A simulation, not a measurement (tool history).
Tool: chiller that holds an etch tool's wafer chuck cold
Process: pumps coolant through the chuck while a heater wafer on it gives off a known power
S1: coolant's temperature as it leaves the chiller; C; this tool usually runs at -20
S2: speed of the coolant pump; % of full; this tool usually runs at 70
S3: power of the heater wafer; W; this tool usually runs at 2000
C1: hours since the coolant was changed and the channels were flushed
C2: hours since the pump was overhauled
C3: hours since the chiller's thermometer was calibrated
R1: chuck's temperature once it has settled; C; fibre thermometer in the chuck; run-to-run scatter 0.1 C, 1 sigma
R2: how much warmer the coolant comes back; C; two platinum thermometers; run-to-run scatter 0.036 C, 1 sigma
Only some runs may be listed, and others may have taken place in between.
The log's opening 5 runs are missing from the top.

run 6 hour=282.4 | S1=-20 S2=70 S3=2000 | C1=1773 C2=1996 C3=4035 | R1=-6.1 R2=6.4
run 7 hour=340 | S1=-20 S2=70 S3=2000 | C1=1831 C2=2053 C3=4093 | R1=-6.2 R2=6.41
run 8 hour=381.9 | S1=-20 S2=70 S3=2000 | C1=1873 C2=2095 C3=4135 | R1=-6.1 R2=6.4
run 9 hour=448.6 | S1=-20 S2=70 S3=2000 | C1=1939 C2=2162 C3=4201 | R1=-5.9 R2=6.46
run 10 hour=512.7 | S1=-20 S2=70 S3=2000 | C1=2003 C2=2226 C3=4266 | R1=-6.1 R2=6.39
run 11 hour=609.4 | S1=-20 S2=70 S3=2000 | C1=2100 C2=2323 C3=4362 | R1=-6.1 R2=6.47
run 12 hour=663.8 | S1=-20 S2=70 S3=2000 | C1=2155 C2=2377 C3=4417 | R1=-6 R2=6.51
run 13 hour=714.1 | S1=-20 S2=70 S3=2000 | C1=2205 C2=2427 C3=4467 | R1=-6.1 R2=6.48
run 14 hour=757.1 | S1=-20 S2=78 S3=2000 | C1=2248 C2=2470 C3=4510 | R1=-7 R2=5.89
run 15 hour=802.2 | S1=-20 S2=70 S3=2000 | C1=2293 C2=2515 C3=4555 | R1=-6.1 R2=6.46
run 16 hour=863.5 | S1=-20 S2=70 S3=2000 | C1=2354 C2=2577 C3=4616 | R1=-6.2 R2=6.53
run 17 hour=930.4 | S1=-20 S2=62 S3=2876 | C1=2421 C2=2644 C3=4683 | R1=1.7 R2=10.56

For run 18, what comes out?
run 18 hour=976.8 | S1=-29 S2=66 S3=1073 | C1=2468 C2=2690 C3=4730 | R1=? R2=?

R1: -21.2 C
R2: 3.79 C
Had the tool carried no hidden state, the very same run would have given R1 -21.2 C, R2 3.63 C.
